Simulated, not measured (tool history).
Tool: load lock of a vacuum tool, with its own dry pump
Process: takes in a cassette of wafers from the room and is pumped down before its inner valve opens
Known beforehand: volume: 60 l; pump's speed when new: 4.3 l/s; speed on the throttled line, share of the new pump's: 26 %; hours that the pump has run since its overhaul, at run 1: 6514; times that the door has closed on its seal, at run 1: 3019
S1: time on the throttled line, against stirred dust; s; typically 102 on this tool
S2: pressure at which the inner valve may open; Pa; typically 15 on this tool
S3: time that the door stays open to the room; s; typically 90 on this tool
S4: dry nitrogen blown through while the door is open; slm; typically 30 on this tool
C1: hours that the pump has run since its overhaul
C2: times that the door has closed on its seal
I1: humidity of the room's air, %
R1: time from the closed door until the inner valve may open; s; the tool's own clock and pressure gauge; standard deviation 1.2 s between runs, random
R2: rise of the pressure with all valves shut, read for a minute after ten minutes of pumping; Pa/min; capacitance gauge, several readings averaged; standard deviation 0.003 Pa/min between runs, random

run	hour	S1	S2	S3	S4	C1	C2	I1	R1	R2
1	0.0	102	15	90	30	6514	3019	40.4	204.4	0.044
2	73.6	102	15	90	30	6587	3258	42.8	203.6	0.045
3	169.0	102	15	90	30	6683	3567	45.1	204.4	0.051
4	228.3	102	14	90	30	6742	3760	47.7	204.1	0.051
5	328.9	102	14	90	30	6843	4086	46.6	205.5	0.050
6	433.5	102	14	90	30	6947	4426	46.0	206.0	0.047
7	502.8	102	14	90	30	7017	4651	42.4	205.3	0.045
8	606.0	102	12	90	30	7120	4986	44.7	208.1	0.051
9	691.7	102	15	90	30	7206	5264	46.6	204.6	0.050
10	809.1	102	15	72	12	7323	5645	43.5	202.0	0.062
11	894.1	102	15	72	12	7408	5921	48.6	203.9	0.068
12	951.4	102	15	72	12	7465	6107	44.4	203.1	0.064
13	1034.7	120	17	184	30	7549	6377	46.6	217.4	0.073
14	1132.9	120	17	184	30	7647	6696	48.4	215.5	0.080
15	1216.6	120	17	184	30	7730	6967	45.9	215.4	0.078
16	1293.0	120	17	184	30	7807	7215	43.0	216.9	0.072
17	1374.1	131	15	90	24	7888	7478	45.5	226.8	0.054
18	1488.1	131	15	90	24	8002	7849	45.4	224.7	0.061

3 ways to go on from here, each from the tool as it stands after run 18. What would each give?
A	1594.7	131	20	90	24	8109	8195	41.7	?	?
B	1594.7	102	15	103	24	8109	8195	44.2	?	?
C	1594.7	102	16	28	30	8109	8195	49.7	?	?

run	R1	R2
A	220.2	0.056
B	208.1	0.066
C	204.3	0.039
With no hidden state in the tool, these same runs would have given:
run	R1	R2
A	214.0	0.046
B	201.0	0.057
C	197.3	0.029
